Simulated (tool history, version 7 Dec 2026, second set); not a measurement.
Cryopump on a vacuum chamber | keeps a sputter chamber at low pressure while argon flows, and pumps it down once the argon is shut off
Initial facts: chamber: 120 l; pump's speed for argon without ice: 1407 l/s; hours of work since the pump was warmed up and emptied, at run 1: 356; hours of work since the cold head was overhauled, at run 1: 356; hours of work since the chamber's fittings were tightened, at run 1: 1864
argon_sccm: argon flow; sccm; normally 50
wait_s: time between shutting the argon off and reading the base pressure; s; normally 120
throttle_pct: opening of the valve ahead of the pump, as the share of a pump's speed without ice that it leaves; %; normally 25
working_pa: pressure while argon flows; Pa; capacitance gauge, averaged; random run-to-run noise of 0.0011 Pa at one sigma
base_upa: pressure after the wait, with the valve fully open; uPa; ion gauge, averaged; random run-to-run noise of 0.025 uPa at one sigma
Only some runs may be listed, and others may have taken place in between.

run,hour,argon_sccm,wait_s,throttle_pct,hours of work since the pump was warmed up and emptied,hours of work since the cold head was overhauled,hours of work since the chamber's fittings were tightened,working_pa,base_upa
1,0,50,120,25,356,356,1864,0.2675,3.22
# hour 44.5: pump warmed up, emptied and cooled again
2,66.7,50,120,25,15,399,1907,0.2435,2.57
3,101.2,50,120,25,40,423,1931,0.2395,2.65
4,132,50,120,25,61,445,1952,0.2439,2.68
5,175.6,50,21,25,91,475,1983,0.2436,6.42
6,205.9,50,21,46,113,496,2004,0.1384,6.66
7,235.5,36,21,46,133,517,2024,0.0999,6.64
8,293.5,36,21,46,173,557,2065,0.1024,6.93
9,321,94,120,25,193,577,2084,0.476,3.03
10,376.2,50,120,46,231,615,2122,0.1447,3.12
11,433.4,25,120,46,271,655,2162,0.0743,3.35
12,487,25,120,46,308,692,2200,0.0753,3.37
13,532.2,37,120,46,340,724,2231,0.113,3.5
14,558.8,37,120,46,358,742,2250,0.1153,3.58
# hour 602.5: pump warmed up, emptied and cooled again
15,604.7,50,120,25,2,771,2278,0.2418,2.81
16,639.9,48,120,25,26,795,2303,0.2312,2.94
17,693.4,20,32,18,63,833,2340,0.1349,5.2
18,748.5,90,30,18,102,871,2378,0.6113,5.45
19,803,44,271,41,140,909,2416,0.1364,2.85
20,828.7,93,120,18,158,927,2434,0.6396,3.34
21,879.7,59,88,18,193,963,2470,0.4049,3.84
22,919.3,31,23,21,221,990,2497,0.1848,6.79
23,975.6,31,112,30,260,1029,2537,0.1346,3.63
24,1002.8,49,112,25,279,1048,2556,0.252,3.74
25,1053.2,50,61,39,314,1084,2591,0.1752,4.68
26,1112.4,50,21,30,355,1125,2632,0.2253,7.96
27,1146.8,60,30,22,379,1149,2656,0.3602,6.44
# hour 1159.6: pump warmed up, emptied and cooled again
28,1177.9,50,221,25,13,1167,2674,0.2411,2.88
29,1213.8,50,268,25,38,1192,2699,0.2444,2.91
30,1271.2,50,22,28,78,1232,2739,0.2209,6.75
31,1329.1,67,269,41,118,1272,2780,0.2069,3.02

Had the tool no unlogged condition, and each run kept its random variation, what would the results have been?
Hidden state at play: pump's speed, % of a pump's without ice; cold plate's temperature, K; leak into the chamber, uPa l/s; drift of the gauge itself on working_pa, %; drift of the gauge itself on base_upa, %.
run,working_pa,base_upa
1,0.2399,0.98
2,0.2422,1.02
3,0.237,1.03
4,0.2402,1.01
5,0.2382,4.7
6,0.1317,4.85
7,0.0942,4.79
8,0.0951,4.92
9,0.4545,0.99
10,0.1306,1
11,0.0658,1.04
12,0.0653,0.98
13,0.096,1
14,0.0971,0.99
15,0.2409,0.96
16,0.2292,1.01
17,0.1333,3.19
18,0.6006,3.37
19,0.1292,0.6
20,0.6222,1.03
21,0.3913,1.38
22,0.1766,4.33
23,0.1244,1.06
24,0.2346,1.05
25,0.1543,1.79
26,0.2009,4.87
27,0.3281,3.35
28,0.2391,0.66
29,0.241,0.61
30,0.2153,4.41
31,0.1963,0.54

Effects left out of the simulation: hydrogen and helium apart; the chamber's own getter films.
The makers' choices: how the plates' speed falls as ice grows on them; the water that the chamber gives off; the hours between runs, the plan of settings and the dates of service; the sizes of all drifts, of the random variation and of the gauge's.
